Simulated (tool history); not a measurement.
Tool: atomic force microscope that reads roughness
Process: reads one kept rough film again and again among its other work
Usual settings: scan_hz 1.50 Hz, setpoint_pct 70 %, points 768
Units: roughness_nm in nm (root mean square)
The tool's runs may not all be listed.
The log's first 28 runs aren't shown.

run 29 day=28.333 | scan_hz=1.50 setpoint_pct=74 points=586 | roughness_nm=3.549
run 30 day=29.167 | scan_hz=1.48 setpoint_pct=64 points=357 | roughness_nm=3.567
run 31 day=30.400 | scan_hz=1.47 setpoint_pct=70 points=937 | roughness_nm=3.520
run 32 day=31.800 | scan_hz=1.14 setpoint_pct=76 points=728 | roughness_nm=3.441
run 33 day=32.454 | scan_hz=1.14 setpoint_pct=76 points=728 | roughness_nm=3.438
run 34 day=33.379 | scan_hz=0.54 setpoint_pct=76 points=728 | roughness_nm=3.453
-- day=33.533 new tip fitted
run 35 day=34.312 | scan_hz=1.03 setpoint_pct=70 points=578 | roughness_nm=3.699
run 36 day=35.071 | scan_hz=2.37 setpoint_pct=73 points=269 | roughness_nm=3.510
run 37 day=36.300 | scan_hz=2.37 setpoint_pct=73 points=269 | roughness_nm=3.485
run 38 day=37.033 | scan_hz=2.37 setpoint_pct=73 points=269 | roughness_nm=3.457
run 39 day=38.446 | scan_hz=2.15 setpoint_pct=73 points=630 | roughness_nm=3.423
run 40 day=39.383 | scan_hz=1.19 setpoint_pct=73 points=525 | roughness_nm=3.502
run 41 day=40.296 | scan_hz=0.94 setpoint_pct=70 points=768 | roughness_nm=3.509
-- day=40.579 height scale calibrated on a step standard
run 42 day=41.379 | scan_hz=2.51 setpoint_pct=70 points=768 | roughness_nm=3.352
-- day=42.254 new tip fitted
run 43 day=42.750 | scan_hz=2.51 setpoint_pct=70 points=768 | roughness_nm=3.678
run 44 day=43.462 | scan_hz=2.05 setpoint_pct=71 points=474 | roughness_nm=3.661
run 45 day=44.571 | scan_hz=2.53 setpoint_pct=83 points=768 | roughness_nm=3.406
run 46 day=45.208 | scan_hz=2.53 setpoint_pct=83 points=768 | roughness_nm=3.354
run 47 day=46.650 | scan_hz=2.53 setpoint_pct=67 points=768 | roughness_nm=3.542
run 48 day=47.854 | scan_hz=1.50 setpoint_pct=68 points=587 | roughness_nm=3.567
run 49 day=48.762 | scan_hz=1.50 setpoint_pct=68 points=587 | roughness_nm=3.523
run 50 day=50.096 | scan_hz=1.39 setpoint_pct=83 points=297 | roughness_nm=3.356
-- day=50.988 new tip fitted
run 51 day=51.446 | scan_hz=0.54 setpoint_pct=61 points=768 | roughness_nm=3.828
run 52 day=52.292 | scan_hz=1.52 setpoint_pct=74 points=274 | roughness_nm=3.632
run 53 day=52.979 | scan_hz=2.18 setpoint_pct=89 points=333 | roughness_nm=3.334

Forecast each of these 3 alternatives for the next run:
run A day=53.658 | scan_hz=0.65 setpoint_pct=77 points=328 | roughness_nm=?
run B day=53.658 | scan_hz=2.11 setpoint_pct=56 points=672 | roughness_nm=?
run C day=53.658 | scan_hz=1.50 setpoint_pct=60 points=312 | roughness_nm=?

run=A roughness_nm=3.632
run=B roughness_nm=3.675
run=C roughness_nm=3.687
Without the tool's hidden state the same runs would have given:
run=A roughness_nm=3.772
run=B roughness_nm=3.817
run=C roughness_nm=3.830
